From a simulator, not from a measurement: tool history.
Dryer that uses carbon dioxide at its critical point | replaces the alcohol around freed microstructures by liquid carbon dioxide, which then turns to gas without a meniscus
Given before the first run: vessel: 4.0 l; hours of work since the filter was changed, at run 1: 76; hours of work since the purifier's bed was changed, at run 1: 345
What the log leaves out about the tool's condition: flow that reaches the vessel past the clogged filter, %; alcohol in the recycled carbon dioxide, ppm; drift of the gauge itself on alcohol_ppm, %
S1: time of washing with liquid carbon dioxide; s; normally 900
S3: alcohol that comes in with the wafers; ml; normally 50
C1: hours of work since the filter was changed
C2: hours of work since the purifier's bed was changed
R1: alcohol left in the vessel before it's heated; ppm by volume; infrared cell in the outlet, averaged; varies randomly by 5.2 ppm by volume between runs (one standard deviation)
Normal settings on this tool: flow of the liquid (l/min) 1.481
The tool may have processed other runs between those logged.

run 1 hour=0 | S1=900 flow_of_the_liquid_(l/min)=1.481 S3=50 | C1=76 C2=345 | R1=201
run 2 hour=12.1 | S1=900 flow_of_the_liquid_(l/min)=1.481 S3=50 | C1=85 C2=354 | R1=198
run 3 hour=25.7 | S1=900 flow_of_the_liquid_(l/min)=1.481 S3=50 | C1=95 C2=364 | R1=214
run 4 hour=34.6 | S1=900 flow_of_the_liquid_(l/min)=1.481 S3=50 | C1=101 C2=371 | R1=203
run 5 hour=42.3 | S1=900 flow_of_the_liquid_(l/min)=1.481 S3=50 | C1=107 C2=377 | R1=195
run 6 hour=51.1 | S1=900 flow_of_the_liquid_(l/min)=1.481 S3=50 | C1=114 C2=383 | R1=211
run 7 hour=65.7 | S1=900 flow_of_the_liquid_(l/min)=1.481 S3=50 | C1=125 C2=394 | R1=220
run 8 hour=77.4 | S1=900 flow_of_the_liquid_(l/min)=1.481 S3=50 | C1=133 C2=403 | R1=210
run 9 hour=90.1 | S1=900 flow_of_the_liquid_(l/min)=0.99 S3=50 | C1=143 C2=412 | R1=575
run 10 hour=99.6 | S1=900 flow_of_the_liquid_(l/min)=0.99 S3=50 | C1=150 C2=420 | R1=576
run 11 hour=108.1 | S1=900 flow_of_the_liquid_(l/min)=1.481 S3=50 | C1=156 C2=426 | R1=215
run 12 hour=115.4 | S1=900 flow_of_the_liquid_(l/min)=1.481 S3=50 | C1=162 C2=431 | R1=231
run 13 hour=129.7 | S1=900 flow_of_the_liquid_(l/min)=1.481 S3=46 | C1=173 C2=442 | R1=222
run 14 hour=142.4 | S1=900 flow_of_the_liquid_(l/min)=1.481 S3=118 | C1=182 C2=452 | R1=379
run 15 hour=154.9 | S1=900 flow_of_the_liquid_(l/min)=1.07 S3=64 | C1=192 C2=461 | R1=600
run 16 hour=164.3 | S1=900 flow_of_the_liquid_(l/min)=1.481 S3=105 | C1=198 C2=468 | R1=343
run 17 hour=172.4 | S1=900 flow_of_the_liquid_(l/min)=2.41 S3=105 | C1=205 C2=474 | R1=156
run 18 hour=185.4 | S1=720 flow_of_the_liquid_(l/min)=2.41 S3=44 | C1=214 C2=484 | R1=173
run 19 hour=192.2 | S1=720 flow_of_the_liquid_(l/min)=1.63 S3=37 | C1=219 C2=489 | R1=284
run 20 hour=206.6 | S1=720 flow_of_the_liquid_(l/min)=1.63 S3=37 | C1=230 C2=500 | R1=294
run 21 hour=217.3 | S1=720 flow_of_the_liquid_(l/min)=1.63 S3=37 | C1=238 C2=508 | R1=294
run 22 hour=231.9 | S1=900 flow_of_the_liquid_(l/min)=1.85 S3=30 | C1=249 C2=519 | R1=177
run 23 hour=239.6 | S1=780 flow_of_the_liquid_(l/min)=1.481 S3=107 | C1=255 C2=524 | R1=559
run 24 hour=254.9 | S1=1140 flow_of_the_liquid_(l/min)=2.44 S3=26 | C1=266 C2=536 | R1=146

Forecast each of these 5 alternatives for the next run:
run A hour=269.9 | S1=720 flow_of_the_liquid_(l/min)=1.17 S3=50 | C1=278 C2=547 | R1=?
run B hour=269.9 | S1=660 flow_of_the_liquid_(l/min)=1.63 S3=29 | C1=278 C2=547 | R1=?
run C hour=269.9 | S1=900 flow_of_the_liquid_(l/min)=1.24 S3=72 | C1=278 C2=547 | R1=?
run D hour=269.9 | S1=900 flow_of_the_liquid_(l/min)=1.481 S3=93 | C1=278 C2=547 | R1=?
run E hour=269.9 | S1=1440 flow_of_the_liquid_(l/min)=2.44 S3=34 | C1=278 C2=547 | R1=?

run=A R1=767
run=B R1=321
run=C R1=482
run=D R1=357
run=E R1=155
Without the tool's hidden state the same runs would have given:
run=A R1=525
run=B R1=143
run=C R1=265
run=D R1=161
run=E R1=0

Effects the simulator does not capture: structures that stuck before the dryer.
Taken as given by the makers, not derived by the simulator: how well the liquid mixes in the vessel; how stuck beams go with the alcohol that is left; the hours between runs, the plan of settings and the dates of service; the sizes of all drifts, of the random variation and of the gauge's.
